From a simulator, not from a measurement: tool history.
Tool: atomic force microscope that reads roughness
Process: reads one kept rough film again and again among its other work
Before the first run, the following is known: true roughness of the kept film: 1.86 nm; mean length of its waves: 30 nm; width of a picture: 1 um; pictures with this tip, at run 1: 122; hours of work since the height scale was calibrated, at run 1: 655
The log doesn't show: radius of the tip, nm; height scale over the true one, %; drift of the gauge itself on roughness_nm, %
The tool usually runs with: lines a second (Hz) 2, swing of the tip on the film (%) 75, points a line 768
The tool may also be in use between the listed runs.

run,day,lines a second (Hz),swing of the tip on the film (%),points a line,pictures with this tip,hours of work since the height scale was calibrated,roughness of the kept film (nm (root mean square))
1,0,2,75,768,122,655,1.417
2,0.733,2,75,768,153,667,1.394
3,1.346,2,75,768,180,677,1.363
# day 1.717: new tip fitted
4,2.404,2,75,768,29,694,1.522
5,3.567,2,75,768,79,713,1.454
6,4.142,2,75,768,103,722,1.423
7,4.642,2,75,768,125,730,1.41
8,5.125,2,75,768,145,738,1.379
9,5.846,2,75,768,176,750,1.345
# day 6.288: new tip fitted
10,6.546,2,72,768,11,761,1.555
11,7.354,2,72,768,46,774,1.525
12,7.883,2,72,768,68,783,1.485
13,8.425,2,72,768,91,792,1.46
14,8.896,2,72,768,111,799,1.437
15,9.617,3.73,75,768,142,811,1.27
16,10.346,3.73,75,768,173,823,1.243
# day 10.875: new tip fitted
17,11.108,2,75,768,10,835,1.545
18,11.708,2.16,75,768,36,845,1.503
19,12.792,2.16,75,768,82,862,1.456
20,13.946,2.16,75,768,131,881,1.4
21,15.054,0.9,70,977,179,899,1.447
# day 15.429: new tip fitted
22,15.829,2.5,86,956,17,911,1.374
23,16.8,3.8,57,341,58,927,1.546
24,17.467,2.98,57,341,87,938,1.532
25,18.5,2.98,57,341,131,955,1.46
26,19.354,0.62,58,341,168,969,1.488
# day 20.008: new tip fitted
27,20.317,2,55,768,13,984,1.679
28,21.138,2,55,768,48,997,1.617
29,21.825,2.46,66,309,77,1009,1.485
30,22.45,0.73,61,448,104,1019,1.554
31,23.25,2.57,84,644,138,1032,1.257
32,23.738,2.57,84,644,159,1040,1.246
33,24.3,2.57,84,644,183,1049,1.218
# day 24.612: new tip fitted
34,25.133,2.12,75,768,22,1062,1.521
35,25.792,2.12,75,768,50,1073,1.499

4 ways to go on from here, each from the tool as it stands after run 35. What would each give?
A,26.55,2.12,75,925,83,1085,?
B,26.55,2.84,56,768,83,1085,?
C,26.55,2.65,66,676,83,1085,?
D,26.55,1.21,75,1013,83,1085,?

run,roughness of the kept film (nm (root mean square))
A,1.453
B,1.55
C,1.469
D,1.517
Without the tool's unlogged condition, the same runs would have read:
run,roughness of the kept film (nm (root mean square))
A,1.58
B,1.685
C,1.598
D,1.649
